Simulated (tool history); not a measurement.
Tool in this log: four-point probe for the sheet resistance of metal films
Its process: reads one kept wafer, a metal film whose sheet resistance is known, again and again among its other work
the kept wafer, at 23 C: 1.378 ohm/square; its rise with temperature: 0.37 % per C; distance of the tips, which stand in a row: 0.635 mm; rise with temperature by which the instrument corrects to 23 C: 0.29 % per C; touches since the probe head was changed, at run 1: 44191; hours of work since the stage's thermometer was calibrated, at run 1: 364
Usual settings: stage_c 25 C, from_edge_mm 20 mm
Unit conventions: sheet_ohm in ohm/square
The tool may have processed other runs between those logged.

run	hour	stage_c	from_edge_mm	touches since the probe head was changed	hours of work since the stage's thermometer was calibrated	sheet_ohm
1	0	25	20	44191	364	1.385365
2	44.5	25	20	45191	387	1.38541
3	89.3	25	20	46199	410	1.385744
4	134.3	19	20	47211	433	1.379769
5	158.6	25	20	47756	446	1.385978
6	196.2	25	25	48602	465	1.385506
7	215.3	26	11	49032	475	1.388684
8	234.3	28	3	49459	485	1.42107
9	267	32	3	50194	502	1.424729
10	305.4	21	7	51057	522	1.386891
11	324.6	19	5	51489	532	1.390231

3 options for the next run, each taken on its own from the tool as it stands now. Forecast them:
A	350.7	21	20	52077	545	?
B	350.7	29	69	52077	545	?
C	350.7	27	20	52077	545	?

run	sheet_ohm
A	1.381069
B	1.38917
C	1.387796
Take away the tool's hidden state, keep each run's random variation, and the runs would have read:
run	sheet_ohm
A	1.375992
B	1.384026
C	1.382666
